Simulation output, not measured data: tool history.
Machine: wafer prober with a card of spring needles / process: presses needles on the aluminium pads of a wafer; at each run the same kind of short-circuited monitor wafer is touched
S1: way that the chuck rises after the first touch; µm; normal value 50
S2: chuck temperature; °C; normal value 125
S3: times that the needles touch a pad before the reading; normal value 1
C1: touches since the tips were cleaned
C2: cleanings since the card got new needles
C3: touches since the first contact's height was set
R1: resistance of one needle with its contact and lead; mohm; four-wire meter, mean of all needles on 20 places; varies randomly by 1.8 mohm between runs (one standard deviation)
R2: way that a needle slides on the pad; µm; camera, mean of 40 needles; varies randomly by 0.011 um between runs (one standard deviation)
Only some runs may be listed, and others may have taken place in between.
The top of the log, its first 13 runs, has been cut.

{"hour": 92.4, "done": "tips cleaned on abrasive film"}
{"run": 14, "hour": 92.5, "S1": 50, "S2": 125, "S3": 1, "C1": 46, "C2": 16, "C3": 150040, "R1": 193, "R2": 7.95}
{"run": 15, "hour": 97.5, "S1": 50, "S2": 125, "S3": 1, "C1": 1549, "C2": 16, "C3": 151543, "R1": 193, "R2": 7.95}
{"run": 16, "hour": 102.7, "S1": 50, "S2": 125, "S3": 1, "C1": 3155, "C2": 16, "C3": 153149, "R1": 193, "R2": 7.96}
{"run": 17, "hour": 112.9, "S1": 50, "S2": 125, "S3": 1, "C1": 6240, "C2": 16, "C3": 156234, "R1": 194, "R2": 7.94}
{"hour": 121.2, "done": "tips cleaned on abrasive film"}
{"run": 18, "hour": 121.5, "S1": 50, "S2": 125, "S3": 1, "C1": 92, "C2": 17, "C3": 158841, "R1": 196, "R2": 7.95}
{"run": 19, "hour": 131.1, "S1": 50, "S2": 125, "S3": 1, "C1": 3008, "C2": 17, "C3": 161757, "R1": 190, "R2": 7.94}
{"run": 20, "hour": 141.8, "S1": 30, "S2": 26, "S3": 1, "C1": 6277, "C2": 17, "C3": 165026, "R1": 181, "R2": 4.75}
{"run": 21, "hour": 146.8, "S1": 31, "S2": 75, "S3": 2, "C1": 7796, "C2": 17, "C3": 166545, "R1": 194, "R2": 4.92}
{"hour": 150.1, "done": "tips cleaned on abrasive film"}
{"run": 22, "hour": 153.7, "S1": 50, "S2": 100, "S3": 2, "C1": 1097, "C2": 18, "C3": 168603, "R1": 186, "R2": 7.89}
{"run": 23, "hour": 163.6, "S1": 35, "S2": 33, "S3": 3, "C1": 4127, "C2": 18, "C3": 171633, "R1": 180, "R2": 5.54}
{"run": 24, "hour": 173.8, "S1": 35, "S2": 33, "S3": 3, "C1": 7238, "C2": 18, "C3": 174744, "R1": 178, "R2": 5.53}
{"hour": 178.6, "done": "tips cleaned on abrasive film"}
{"run": 25, "hour": 178.6, "S1": 50, "S2": 86, "S3": 1, "C1": 0, "C2": 19, "C3": 176149, "R1": 183, "R2": 7.89}
{"run": 26, "hour": 185.2, "S1": 50, "S2": 28, "S3": 1, "C1": 2024, "C2": 19, "C3": 178173, "R1": 168, "R2": 7.9}
{"run": 27, "hour": 195.3, "S1": 39, "S2": 38, "S3": 1, "C1": 5113, "C2": 19, "C3": 181262, "R1": 182, "R2": 6.13}
{"run": 28, "hour": 206.1, "S1": 38, "S2": 125, "S3": 1, "C1": 8379, "C2": 19, "C3": 184528, "R1": 203, "R2": 5.97}
{"hour": 207.0, "done": "tips cleaned on abrasive film"}
{"run": 29, "hour": 217.2, "S1": 32, "S2": 62, "S3": 3, "C1": 3090, "C2": 20, "C3": 187877, "R1": 191, "R2": 5.02}
{"run": 30, "hour": 225.7, "S1": 36, "S2": 125, "S3": 1, "C1": 5699, "C2": 20, "C3": 190486, "R1": 202, "R2": 5.67}
{"run": 31, "hour": 230.3, "S1": 36, "S2": 125, "S3": 1, "C1": 7104, "C2": 20, "C3": 191891, "R1": 203, "R2": 5.65}
{"hour": 235.7, "done": "tips cleaned on abrasive film"}
{"run": 32, "hour": 239.2, "S1": 64, "S2": 26, "S3": 2, "C1": 1072, "C2": 21, "C3": 194563, "R1": 169, "R2": 10.02}
{"run": 33, "hour": 247.3, "S1": 35, "S2": 125, "S3": 1, "C1": 3521, "C2": 21, "C3": 197012, "R1": 204, "R2": 5.47}

Consider 5 possible next runs. They are alternatives, not a sequence: every one starts from the tool as it was left by run 33. What does each give?
{"run": "A", "hour": 253.0, "S1": 31, "S2": 45, "S3": 1, "C1": 5277, "C2": 21, "C3": 198768, "R1": "?", "R2": "?"}
{"run": "B", "hour": 253.0, "S1": 50, "S2": 125, "S3": 3, "C1": 5277, "C2": 21, "C3": 198768, "R1": "?", "R2": "?"}
{"run": "C", "hour": 253.0, "S1": 50, "S2": 125, "S3": 2, "C1": 5277, "C2": 21, "C3": 198768, "R1": "?", "R2": "?"}
{"run": "D", "hour": 253.0, "S1": 35, "S2": 125, "S3": 1, "C1": 5277, "C2": 21, "C3": 198768, "R1": "?", "R2": "?"}
{"run": "E", "hour": 253.0, "S1": 56, "S2": 125, "S3": 1, "C1": 5277, "C2": 21, "C3": 198768, "R1": "?", "R2": "?"}

run=A R1=190 R2=4.87
run=B R1=196 R2=7.85
run=C R1=194 R2=7.82
run=D R1=199 R2=5.46
run=E R1=191 R2=8.77
Without the tool's hidden state the same runs would have given:
run=A R1=189 R2=5.01
run=B R1=195 R2=8.07
run=C R1=193 R2=8.04
run=D R1=198 R2=5.62
run=E R1=191 R2=9.02

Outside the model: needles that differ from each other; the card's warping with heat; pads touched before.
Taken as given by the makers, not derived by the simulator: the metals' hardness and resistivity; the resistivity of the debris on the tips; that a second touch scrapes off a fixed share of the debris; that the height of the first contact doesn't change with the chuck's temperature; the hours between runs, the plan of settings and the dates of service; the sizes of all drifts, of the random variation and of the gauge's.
